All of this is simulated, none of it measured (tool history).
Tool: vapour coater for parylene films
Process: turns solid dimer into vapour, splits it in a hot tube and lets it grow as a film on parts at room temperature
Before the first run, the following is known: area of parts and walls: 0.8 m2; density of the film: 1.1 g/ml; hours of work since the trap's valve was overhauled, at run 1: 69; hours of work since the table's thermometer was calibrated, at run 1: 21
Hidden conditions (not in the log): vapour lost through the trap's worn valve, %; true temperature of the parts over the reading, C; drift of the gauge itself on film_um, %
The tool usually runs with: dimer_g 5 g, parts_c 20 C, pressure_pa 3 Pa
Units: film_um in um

run   hour  dimer_g  parts_c  pressure_pa  hours of work since the trap's valve was overhauled  hours of work since the table's thermometer was calibrated  film_um
  1      0        5       20            3                                                   69                                                          21     4.83
  2   17.9        5       20            3                                                   85                                                          37     4.79
  3   36.3        4       20            3                                                  101                                                          53     3.83
  4   50.3        4       20            3                                                  114                                                          65     3.86
  5     64        4       20            3                                                  126                                                          78     3.81
  6   78.9        4       20            3                                                  139                                                          91     3.83
  7   88.7        4       20            3                                                  148                                                         100     3.87
  8  105.7        4       20         2.73                                                  163                                                         115     3.86
  9  123.8        4       20         2.73                                                  179                                                         131     3.87
 10  132.8        4       20         2.73                                                  187                                                         139     3.91
 11  147.7        5       20            3                                                  200                                                         152     4.77
 12  167.2        3       20            3                                                  218                                                         170     2.86
 13  175.7        5       15            3                                                  225                                                         177     5.45
 14  191.2        5       20            3                                                  239                                                         191      4.7
 15  205.7        5       20            3                                                  252                                                         204     4.73
 16  225.5        5       20        10.62                                                  270                                                         222     3.83
 17  234.7        7       20            3                                                  278                                                         230     6.64
 18  250.4        7       20            3                                                  292                                                         244      6.5
 19  263.1        7       20            3                                                  303                                                         255      6.6
 20  282.5        7       20            3                                                  321                                                         273     6.57
     284.6  -- table's thermometer calibrated
 21  300.8        5       20            3                                                  336                                                          14     4.66
 22  312.2        5       20            3                                                  346                                                          25     4.71
 23  321.3        5       20         9.33                                                  354                                                          33     3.88
 24  332.8        5       12         2.39                                                  365                                                          43     5.37
     341.5  -- table's thermometer calibrated, once more
 25  353.5        2       13            3                                                  382                                                          11     2.13
 26  368.2        2       13         3.73                                                  395                                                          24     2.14
 27  384.6        2       13         3.73                                                  410                                                          38     2.16
 28  396.3        3       20            3                                                  420                                                          49     2.76
 29  407.3        3       20            3                                                  430                                                          59     2.76
 30  421.1        3       17            3                                                  442                                                          71     3.09
 31  434.6        5       21            3                                                  454                                                          83     4.47
 32    448        8       17         2.47                                                  466                                                          95     8.52
 33    464        2       17         6.33                                                  481                                                         109     1.82
 34  482.5        5       20          8.1                                                  497                                                         126     3.91
 35  497.1        5       20         9.06                                                  510                                                         139     3.85
 36  512.8        5       20         9.06                                                  524                                                         153     3.82
 37  523.2        5       21            3                                                  533                                                         162      4.5
 38  533.3        4       21         7.05                                                  542                                                         171     3.07
 39  548.3        4       21         7.05                                                  556                                                         184     3.05
     567.8  -- trap's valve overhauled
 40  570.3        3       14         2.56                                                    2                                                         201     3.35
 41  580.4        3       14         2.56                                                   11                                                         209     3.32
 42  592.9        3       14         2.56                                                   22                                                         221     3.34
 43  601.6        3       30        11.78                                                   30                                                         228     1.62
 44  617.6        5       24         4.75                                                   44                                                         243     3.86
 45  633.8        5       24         4.75                                                   59                                                         257     3.88
 46    649        5       24         4.37                                                   72                                                         271     3.93

3 ways to go on from here, each from the tool as it stands after run 46. What would each give?
  A  668.9        5       24          2.1                                                   90                                                         288        ?
  B  668.9        5       20         5.03                                                   90                                                         288        ?
  C  668.9        5       13            3                                                   90                                                         288        ?

run  film_um
  A      4.4
  B     4.37
  C     5.51
Without the tool's hidden state the same runs would have given:
run  film_um
  A     4.45
  B     4.42
  C     5.57
